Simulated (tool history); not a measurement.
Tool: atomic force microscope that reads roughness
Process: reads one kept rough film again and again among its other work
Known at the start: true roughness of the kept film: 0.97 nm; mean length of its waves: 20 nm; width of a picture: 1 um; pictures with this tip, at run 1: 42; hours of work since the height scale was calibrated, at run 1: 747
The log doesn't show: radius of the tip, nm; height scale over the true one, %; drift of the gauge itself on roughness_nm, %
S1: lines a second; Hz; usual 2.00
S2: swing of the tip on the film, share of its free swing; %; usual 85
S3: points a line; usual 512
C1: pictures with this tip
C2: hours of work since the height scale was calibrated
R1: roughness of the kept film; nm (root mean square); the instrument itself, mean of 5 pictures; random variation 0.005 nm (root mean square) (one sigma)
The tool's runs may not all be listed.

Run 1, hour 0.0: usual settings; C1 42; C2 747. Result: R1 0.759 nm (root mean square).
Run 2, hour 25.1: usual settings; C1 67; C2 762. Result: R1 0.737 nm (root mean square).
Run 3, hour 58.1: usual settings; C1 99; C2 780. Result: R1 0.726 nm (root mean square).
Run 4, hour 93.4: usual settings; C1 134; C2 801. Result: R1 0.715 nm (root mean square).
Run 5, hour 139.3: usual settings but S2 86 %; C1 179; C2 827. Result: R1 0.695 nm (root mean square).
Run 6, hour 174.1: usual settings; C1 213; C2 847. Result: R1 0.689 nm (root mean square).
At hour 178.8: height scale calibrated on a step standard.
Run 7, hour 199.2: usual settings but S1 0.73 Hz, S2 68 %, S3 706; C1 237; C2 12. Result: R1 0.774 nm (root mean square).
Run 8, hour 237.7: usual settings but S3 699; C1 275; C2 34. Result: R1 0.681 nm (root mean square).
Run 9, hour 278.8: usual settings but S1 1.74 Hz, S3 621; C1 315; C2 57. Result: R1 0.673 nm (root mean square).
Run 10, hour 303.7: usual settings but S1 1.08 Hz, S2 78 %, S3 909; C1 339; C2 71. Result: R1 0.712 nm (root mean square).
At hour 345.9: new tip fitted.
Run 11, hour 353.9: usual settings but S1 1.08 Hz, S2 78 %, S3 909; C1 8; C2 100. Result: R1 0.845 nm (root mean square).

4 ways to go on from here, each from the tool as it stands after run 11. What would each give?
Run A, hour 381.1: usual settings but S1 0.68 Hz; C1 35; C2 115. Result: R1 ?.
Run B, hour 381.1: usual settings but S1 1.69 Hz, S3 419; C1 35; C2 115. Result: R1 ?.
Run C, hour 381.1: usual settings but S1 0.52 Hz, S2 68 %, S3 347; C1 35; C2 115. Result: R1 ?.
Run D, hour 381.1: usual settings but S1 2.16 Hz, S2 77 %, S3 645; C1 35; C2 115. Result: R1 ?.

run     R1
  A  0.834
  B  0.770
  C  0.858
  D  0.795
Without the tool's hidden state the same runs would have given:
run     R1
  A  0.834
  B  0.770
  C  0.858
  D  0.795

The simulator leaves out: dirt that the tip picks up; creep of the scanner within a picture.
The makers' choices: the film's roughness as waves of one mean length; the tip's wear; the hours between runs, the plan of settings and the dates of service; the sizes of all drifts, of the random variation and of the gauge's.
